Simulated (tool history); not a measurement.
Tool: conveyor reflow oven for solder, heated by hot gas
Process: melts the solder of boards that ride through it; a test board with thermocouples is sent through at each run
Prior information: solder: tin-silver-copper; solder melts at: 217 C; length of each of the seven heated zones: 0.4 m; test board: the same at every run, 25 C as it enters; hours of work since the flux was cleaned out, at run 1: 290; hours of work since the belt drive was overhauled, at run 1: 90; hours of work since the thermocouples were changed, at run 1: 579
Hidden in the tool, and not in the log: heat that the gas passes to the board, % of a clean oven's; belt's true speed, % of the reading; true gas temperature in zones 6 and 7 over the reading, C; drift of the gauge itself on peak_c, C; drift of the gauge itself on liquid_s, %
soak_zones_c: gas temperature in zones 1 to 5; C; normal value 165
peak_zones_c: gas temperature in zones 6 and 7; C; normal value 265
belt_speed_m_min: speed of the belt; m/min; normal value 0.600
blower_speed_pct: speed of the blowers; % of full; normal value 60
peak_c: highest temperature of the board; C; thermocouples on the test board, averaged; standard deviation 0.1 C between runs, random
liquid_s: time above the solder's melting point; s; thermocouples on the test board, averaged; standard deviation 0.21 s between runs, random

| run | hour | soak_zones_c | peak_zones_c | belt_speed_m_min | blower_speed_pct | hours of work since the flux was cleaned out | hours of work since the belt drive was overhauled | hours of work since the thermocouples were changed | peak_c | liquid_s |
|---|---|---|---|---|---|---|---|---|---|---|
| 1 | 0.0 | 165 | 265 | 0.600 | 60 | 290 | 90 | 579 | 251.5 | 57.2 |
| 2 | 9.1 | 165 | 265 | 0.600 | 60 | 295 | 96 | 585 | 251.6 | 57.3 |
| 3 | 16.2 | 151 | 265 | 0.600 | 60 | 300 | 100 | 589 | 249.3 | 50.7 |
| 4 | 22.5 | 151 | 265 | 0.600 | 60 | 303 | 104 | 593 | 249.3 | 51.2 |
| 5 | 33.7 | 151 | 265 | 0.600 | 60 | 310 | 111 | 600 | 249.2 | 50.9 |
| 6 | 39.5 | 151 | 265 | 0.667 | 60 | 314 | 114 | 603 | 245.0 | 41.6 |
| 7 | 48.2 | 151 | 265 | 0.667 | 60 | 319 | 119 | 608 | 245.1 | 41.4 |
| 8 | 55.4 | 165 | 262 | 0.600 | 60 | 323 | 124 | 613 | 248.9 | 54.7 |
| 9 | 61.4 | 165 | 262 | 0.600 | 60 | 327 | 127 | 616 | 248.7 | 54.8 |
| 10 | 69.6 | 165 | 265 | 0.600 | 75 | 332 | 132 | 621 | 254.0 | 59.7 |
| 11 | 75.7 | 159 | 265 | 0.600 | 60 | 335 | 136 | 625 | 250.5 | 54.1 |
| 12 | 83.0 | 159 | 265 | 0.600 | 60 | 340 | 140 | 629 | 250.5 | 54.6 |
| 13 | 90.1 | 165 | 265 | 0.600 | 60 | 344 | 144 | 633 | 251.5 | 56.9 |
| 14 | 101.1 | 165 | 265 | 0.600 | 60 | 350 | 151 | 640 | 251.2 | 57.1 |
| 15 | 113.2 | 165 | 265 | 0.600 | 60 | 358 | 158 | 647 | 251.3 | 56.8 |
| 16 | 118.9 | 175 | 265 | 0.600 | 60 | 361 | 162 | 651 | 252.7 | 61.8 |
| 17 | 127.5 | 165 | 265 | 0.689 | 60 | 366 | 167 | 656 | 246.3 | 44.9 |
| 18 | 134.8 | 172 | 260 | 0.573 | 60 | 371 | 171 | 660 | 248.9 | 61.1 |
| 19 | 146.4 | 172 | 260 | 0.573 | 60 | 378 | 178 | 667 | 249.0 | 61.0 |
| 20 | 154.1 | 153 | 265 | 0.490 | 81 | 382 | 183 | 672 | 258.0 | 75.1 |
| 21 | 161.7 | 153 | 265 | 0.490 | 81 | 387 | 187 | 676 | 258.2 | 75.0 |
| 22 | 168.5 | 153 | 265 | 0.490 | 81 | 391 | 191 | 680 | 258.1 | 75.2 |
| 23 | 174.9 | 153 | 265 | 0.555 | 77 | 395 | 195 | 684 | 254.6 | 62.3 |
|  | 183.6 | flux residue cleaned out of gas plates and filters |
| 24 | 188.6 | 151 | 267 | 0.555 | 77 | 3 | 200 | 689 | 258.4 | 65.0 |
| 25 | 200.3 | 151 | 267 | 0.555 | 77 | 10 | 207 | 696 | 258.5 | 65.2 |
| 26 | 210.0 | 166 | 265 | 0.707 | 77 | 16 | 213 | 702 | 251.6 | 49.1 |
| 27 | 219.0 | 153 | 272 | 0.707 | 77 | 21 | 218 | 707 | 256.1 | 48.0 |
| 28 | 227.6 | 153 | 272 | 0.707 | 77 | 26 | 224 | 713 | 256.0 | 48.0 |
| 29 | 232.6 | 172 | 272 | 0.707 | 60 | 29 | 227 | 716 | 255.4 | 52.3 |
| 30 | 238.1 | 167 | 272 | 0.707 | 60 | 33 | 230 | 719 | 254.4 | 50.5 |

A few steps of peak_c between consecutive runs. Split each: what settings, incoming material and random variation would produce without the hidden state, and what is left over for the hidden state, along with gauge scatter present in only one of the two compared results (measured, and without hidden state):
Run 16 -> 17: soak_zones_c 175 -> 165, belt_speed_m_min 0.600 -> 0.689. peak_c -6.4 C: hidden state -0.7, all else -5.7.
Run 17 -> 18: soak_zones_c 165 -> 172, peak_zones_c 265 -> 260, belt_speed_m_min 0.689 -> 0.573. peak_c +2.6 C: hidden state +0.8, all else +1.8.
Run 19 -> 20: soak_zones_c 172 -> 153, peak_zones_c 260 -> 265, belt_speed_m_min 0.573 -> 0.490, blower_speed_pct 60 -> 81. peak_c +9.0 C: hidden state -0.1, all else +9.1.
Run 23 -> 24: soak_zones_c 153 -> 151, peak_zones_c 265 -> 267, flux residue cleaned out of gas plates and filters. peak_c +3.8 C: hidden state +2.2, all else +1.6.
Run 25 -> 26: soak_zones_c 151 -> 166, peak_zones_c 267 -> 265, belt_speed_m_min 0.555 -> 0.707. peak_c -6.9 C: hidden state +0.0, all else -6.9.
